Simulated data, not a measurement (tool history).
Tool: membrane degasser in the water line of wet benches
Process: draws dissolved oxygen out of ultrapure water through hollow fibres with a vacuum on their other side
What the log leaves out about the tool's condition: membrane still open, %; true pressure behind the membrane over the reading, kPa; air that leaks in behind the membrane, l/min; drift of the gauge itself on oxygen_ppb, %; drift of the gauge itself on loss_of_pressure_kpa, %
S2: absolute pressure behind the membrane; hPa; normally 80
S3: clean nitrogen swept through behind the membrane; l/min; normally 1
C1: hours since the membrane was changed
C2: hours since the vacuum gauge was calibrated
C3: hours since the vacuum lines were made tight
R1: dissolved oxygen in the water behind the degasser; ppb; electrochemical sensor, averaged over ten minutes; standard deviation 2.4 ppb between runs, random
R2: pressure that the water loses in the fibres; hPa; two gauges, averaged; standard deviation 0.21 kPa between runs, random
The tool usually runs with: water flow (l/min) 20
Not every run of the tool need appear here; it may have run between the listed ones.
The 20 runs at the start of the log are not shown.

Run 21, hour 1516.7: usual settings but water flow (l/min) 16, S3 0.53 l/min; C1 5739; C2 2586; C3 2871. Result: R1 305 ppb, R2 405 hPa.
Run 22, hour 1627.6: usual settings but water flow (l/min) 14, S3 0.83 l/min; C1 5850; C2 2697; C3 2982. Result: R1 186 ppb, R2 357.7 hPa.
Run 23, hour 1699: usual settings but water flow (l/min) 28, S2 68.4 hPa, S3 2.14 l/min; C1 5921; C2 2768; C3 3053. Result: R1 190.8 ppb, R2 713.2 hPa.
Run 24, hour 1779: usual settings but water flow (l/min) 28, S2 68.4 hPa, S3 2.14 l/min; C1 6001; C2 2848; C3 3133. Result: R1 193 ppb, R2 710.5 hPa.
At hour 1814.1: seals of the vacuum lines changed.
Run 25, hour 1874.6: usual settings but S2 105.7 hPa, S3 2.53 l/min; C1 6095; C2 2942; C3 60. Result: R1 164.2 ppb, R2 510.2 hPa.
Run 26, hour 1948.5: usual settings but water flow (l/min) 22, S2 68.3 hPa, S3 2.18 l/min; C1 6169; C2 3016; C3 134. Result: R1 125.9 ppb, R2 561.7 hPa.
Run 27, hour 2009.6: usual settings but water flow (l/min) 30, S2 52.7 hPa; C1 6230; C2 3077; C3 195. Result: R1 229.1 ppb, R2 765.4 hPa.
Run 28, hour 2064.6: usual settings but water flow (l/min) 25, S2 86.4 hPa, S3 2.6 l/min; C1 6285; C2 3132; C3 250. Result: R1 183.1 ppb, R2 640 hPa.
Run 29, hour 2157.7: usual settings but water flow (l/min) 25, S2 86.4 hPa, S3 2.6 l/min; C1 6378; C2 3225; C3 344. Result: R1 178.7 ppb, R2 636.5 hPa.
Run 30, hour 2266.8: usual settings but S3 0.45 l/min; C1 6487; C2 3334; C3 453. Result: R1 423.3 ppb, R2 508.5 hPa.
Run 31, hour 2344.2: usual settings but water flow (l/min) 13, S2 76.6 hPa, S3 0.45 l/min; C1 6565; C2 3411; C3 530. Result: R1 266.1 ppb, R2 328.3 hPa.
Run 32, hour 2420.3: usual settings but water flow (l/min) 13, S2 76.6 hPa, S3 0.45 l/min; C1 6641; C2 3487; C3 606. Result: R1 272.2 ppb, R2 330.1 hPa.

Alternative continuations, all from the tool just after run 32; predict every row:
Run A, hour 2496.4: usual settings but water flow (l/min) 13, S2 76.6 hPa, S3 0.47 l/min; C1 6717; C2 3564; C3 682. Result: R1 ?, R2 ?.
Run B, hour 2496.4: usual settings but water flow (l/min) 13, S2 87.2 hPa, S3 0.65 l/min; C1 6717; C2 3564; C3 682. Result: R1 ?, R2 ?.
Run C, hour 2496.4: usual settings but water flow (l/min) 15, S2 82.4 hPa; C1 6717; C2 3564; C3 682. Result: R1 ?, R2 ?.
Run D, hour 2496.4: usual settings but water flow (l/min) 28; C1 6717; C2 3564; C3 682. Result: R1 ?, R2 ?.

run     R1     R2
  A    262  333.4
  B  244.4  331.1
  C  174.8  382.7
  D  357.7  719.7
With no hidden state in the tool, these same runs would have given:
run     R1     R2
  A  261.8  333.2
  B  244.2  330.8
  C  174.7  382.4
  D  357.2  719.2
